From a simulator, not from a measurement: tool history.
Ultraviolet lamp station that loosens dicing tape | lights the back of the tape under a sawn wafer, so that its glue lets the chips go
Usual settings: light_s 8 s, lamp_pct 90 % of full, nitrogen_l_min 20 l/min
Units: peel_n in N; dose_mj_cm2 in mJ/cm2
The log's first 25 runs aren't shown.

run    hour  light_s  lamp_pct  nitrogen_l_min  hours of work of the lamp  hours of work since the window was cleaned  peel_n  dose_mj_cm2
 26   848.9        7        65               7                        455                                          10    1.85          186
 27     870        7        94               7                        463                                          18   1.284          268
 28   901.9        5        74              15                        477                                          32   1.727          150
 29   930.3        8        90              17                        489                                          44   0.695          290
 30   974.1        8        90              17                        507                                          62   0.671          291
 31  1003.3       12        90              22                        520                                          75   0.274          430
 32  1043.5       12        90              22                        536                                          92   0.281          431
 33  1072.8        8        62               9                        549                                         104   1.677          193

Forecast each of these 3 alternatives for the next run:
  A  1096.3        8        96              20                        559                                         114       ?            ?
  B  1096.3        9        77              20                        559                                         114       ?            ?
  C  1096.3        8        62              17                        559                                         114       ?            ?

run  peel_n  dose_mj_cm2
  A   0.562          300
  B   0.678          268
  C    1.24          195
Without the tool's hidden state the same runs would have given:
run  peel_n  dose_mj_cm2
  A   0.407          355
  B   0.501          319
  C   0.982          230

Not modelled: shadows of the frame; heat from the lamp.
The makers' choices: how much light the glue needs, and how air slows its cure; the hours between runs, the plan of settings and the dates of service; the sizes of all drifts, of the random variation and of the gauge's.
